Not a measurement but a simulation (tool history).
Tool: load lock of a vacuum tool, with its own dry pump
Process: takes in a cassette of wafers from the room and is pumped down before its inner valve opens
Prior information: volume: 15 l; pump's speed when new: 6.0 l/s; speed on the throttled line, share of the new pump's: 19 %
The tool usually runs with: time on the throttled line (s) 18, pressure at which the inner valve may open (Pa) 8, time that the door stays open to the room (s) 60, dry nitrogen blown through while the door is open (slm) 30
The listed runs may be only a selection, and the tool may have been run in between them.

run	day	time on the throttled line (s)	pressure at which the inner valve may open (Pa)	time that the door stays open to the room (s)	dry nitrogen blown through while the door is open (slm)	incoming humidity of the room's air, %	time from the closed door until the inner valve may open (s)	rise of the pressure with all valves shut (Pa/min)
1	0	18	8	60	30	45	38.7	0.035
2	23.15	11	8	60	30	42.6	33.1	0.046
3	33.379	11	8	60	30	44.2	33.6	0.052
4	50.025	11	11	60	30	44.2	32.6	0.053
5	63.071	18	8	60	30	43.6	39.2	0.061
6	78.133	18	8	60	6	45.9	39.2	0.085
7	93.929	18	8	60	6	45.4	39.5	0.09
8	106.188	18	8	60	40	41.9	39.4	0.079
9	118.512	18	10	60	30	44.1	38.8	0.092
10	139.617	15	8	32	30	48.2	37.3	0.097
11	160.121	15	8	32	30	48.9	37.6	0.113
12	179.742	31	7	137	30	46.1	50.8	0.131
13	198.108	31	12	66	30	45.9	49.7	0.14
14	211.008	31	12	43	13	41.9	49.8	0.155
15	222.433	18	14	60	30	44.1	38.9	0.158
16	240.217	11	10	29	4	46.2	34.5	0.191
# day 250.962: door's seal changed, seat wiped
17	251.75	18	8	108	17	45.2	40.7	0.022

Predict each of these 4 candidate next runs independently; none follows another, all start after run 17:
A	267.783	9	8	60	19	47.2	?	?
B	267.783	18	8	108	9	44.7	?	?
C	267.783	18	8	60	8	47.4	?	?
D	267.783	18	8	108	43	41.5	?	?

run	time from the closed door until the inner valve may open (s)	rise of the pressure with all valves shut (Pa/min)
A	33.8	0.026
B	41	0.034
C	40.6	0.04
D	40.8	0.018
What these runs would have given with no unlogged condition in the tool:
run	time from the closed door until the inner valve may open (s)	rise of the pressure with all valves shut (Pa/min)
A	31.1	0.025
B	38.6	0.033
C	38.2	0.039
D	38.3	0.017
